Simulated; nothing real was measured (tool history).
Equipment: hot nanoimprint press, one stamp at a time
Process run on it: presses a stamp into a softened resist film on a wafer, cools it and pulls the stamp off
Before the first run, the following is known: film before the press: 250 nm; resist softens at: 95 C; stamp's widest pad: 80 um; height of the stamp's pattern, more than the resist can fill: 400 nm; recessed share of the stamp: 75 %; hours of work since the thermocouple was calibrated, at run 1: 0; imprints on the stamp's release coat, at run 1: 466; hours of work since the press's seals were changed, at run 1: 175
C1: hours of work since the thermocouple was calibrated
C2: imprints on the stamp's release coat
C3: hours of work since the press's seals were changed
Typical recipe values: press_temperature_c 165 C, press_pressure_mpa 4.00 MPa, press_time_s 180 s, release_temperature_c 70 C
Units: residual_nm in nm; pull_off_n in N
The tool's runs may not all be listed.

{"run": 1, "day": 0.0, "press_temperature_c": 165, "press_pressure_mpa": 4.0, "press_time_s": 180, "release_temperature_c": 70, "C1": 0, "C2": 466, "C3": 175, "residual_nm": 143.0, "pull_off_n": 143}
{"run": 2, "day": 0.829, "press_temperature_c": 165, "press_pressure_mpa": 4.0, "press_time_s": 180, "release_temperature_c": 68, "C1": 14, "C2": 562, "C3": 188, "residual_nm": 143.3, "pull_off_n": 147}
{"run": 3, "day": 1.3, "press_temperature_c": 163, "press_pressure_mpa": 4.0, "press_time_s": 180, "release_temperature_c": 70, "C1": 21, "C2": 616, "C3": 196, "residual_nm": 157.0, "pull_off_n": 144}
{"run": 4, "day": 2.004, "press_temperature_c": 163, "press_pressure_mpa": 4.0, "press_time_s": 180, "release_temperature_c": 70, "C1": 33, "C2": 698, "C3": 208, "residual_nm": 156.4, "pull_off_n": 141}
{"run": 5, "day": 2.475, "press_temperature_c": 165, "press_pressure_mpa": 4.16, "press_time_s": 180, "release_temperature_c": 70, "C1": 41, "C2": 752, "C3": 216, "residual_nm": 141.4, "pull_off_n": 144}
{"run": 6, "day": 3.35, "press_temperature_c": 165, "press_pressure_mpa": 4.16, "press_time_s": 180, "release_temperature_c": 70, "C1": 55, "C2": 853, "C3": 230, "residual_nm": 141.6, "pull_off_n": 145}
{"run": 7, "day": 4.133, "press_temperature_c": 165, "press_pressure_mpa": 4.0, "press_time_s": 180, "release_temperature_c": 76, "C1": 68, "C2": 944, "C3": 243, "residual_nm": 143.6, "pull_off_n": 130}
{"run": 8, "day": 4.729, "press_temperature_c": 165, "press_pressure_mpa": 4.0, "press_time_s": 180, "release_temperature_c": 76, "C1": 78, "C2": 1013, "C3": 253, "residual_nm": 143.4, "pull_off_n": 133}
{"run": 9, "day": 5.629, "press_temperature_c": 165, "press_pressure_mpa": 4.0, "press_time_s": 180, "release_temperature_c": 70, "C1": 93, "C2": 1117, "C3": 268, "residual_nm": 144.0, "pull_off_n": 142}
{"run": 10, "day": 6.012, "press_temperature_c": 165, "press_pressure_mpa": 4.0, "press_time_s": 180, "release_temperature_c": 70, "C1": 99, "C2": 1161, "C3": 274, "residual_nm": 144.2, "pull_off_n": 142}
{"run": 11, "day": 6.429, "press_temperature_c": 165, "press_pressure_mpa": 4.0, "press_time_s": 180, "release_temperature_c": 70, "C1": 106, "C2": 1209, "C3": 281, "residual_nm": 144.3, "pull_off_n": 144}
{"run": 12, "day": 7.275, "press_temperature_c": 165, "press_pressure_mpa": 4.0, "press_time_s": 180, "release_temperature_c": 70, "C1": 120, "C2": 1307, "C3": 295, "residual_nm": 144.4, "pull_off_n": 142}
{"run": 13, "day": 7.738, "press_temperature_c": 165, "press_pressure_mpa": 4.0, "press_time_s": 180, "release_temperature_c": 70, "C1": 128, "C2": 1361, "C3": 302, "residual_nm": 143.1, "pull_off_n": 142}
{"run": 14, "day": 8.142, "press_temperature_c": 165, "press_pressure_mpa": 4.0, "press_time_s": 180, "release_temperature_c": 70, "C1": 134, "C2": 1407, "C3": 309, "residual_nm": 144.3, "pull_off_n": 145}
{"run": 15, "day": 8.842, "press_temperature_c": 165, "press_pressure_mpa": 4.0, "press_time_s": 310, "release_temperature_c": 70, "C1": 146, "C2": 1488, "C3": 321, "residual_nm": 119.3, "pull_off_n": 143}
{"run": 16, "day": 9.325, "press_temperature_c": 165, "press_pressure_mpa": 4.0, "press_time_s": 310, "release_temperature_c": 70, "C1": 154, "C2": 1544, "C3": 329, "residual_nm": 119.5, "pull_off_n": 141}
{"run": 17, "day": 9.833, "press_temperature_c": 173, "press_pressure_mpa": 5.5, "press_time_s": 180, "release_temperature_c": 70, "C1": 162, "C2": 1603, "C3": 337, "residual_nm": 83.7, "pull_off_n": 144}
{"run": 18, "day": 10.392, "press_temperature_c": 173, "press_pressure_mpa": 2.5, "press_time_s": 180, "release_temperature_c": 70, "C1": 172, "C2": 1667, "C3": 346, "residual_nm": 120.2, "pull_off_n": 143}
{"run": 19, "day": 10.888, "press_temperature_c": 173, "press_pressure_mpa": 2.5, "press_time_s": 180, "release_temperature_c": 70, "C1": 180, "C2": 1724, "C3": 354, "residual_nm": 120.5, "pull_off_n": 143}
{"run": 20, "day": 11.317, "press_temperature_c": 167, "press_pressure_mpa": 2.93, "press_time_s": 180, "release_temperature_c": 62, "C1": 187, "C2": 1774, "C3": 361, "residual_nm": 149.1, "pull_off_n": 158}
{"run": 21, "day": 11.942, "press_temperature_c": 177, "press_pressure_mpa": 4.0, "press_time_s": 109, "release_temperature_c": 70, "C1": 197, "C2": 1846, "C3": 372, "residual_nm": 98.1, "pull_off_n": 141}

Run 22, settings as shown, results not yet in. Your forecast:
{"run": 22, "day": 12.696, "press_temperature_c": 177, "press_pressure_mpa": 4.0, "press_time_s": 109, "release_temperature_c": 70, "C1": 210, "C2": 1933, "C3": 384, "residual_nm": "?", "pull_off_n": "?"}

residual_nm: 98.0 nm
pull_off_n: 143 N
Take away the tool's hidden state, keep the run-to-run variation as it was, and the same run would have given residual_nm 96.7 nm, pull_off_n 142 N.
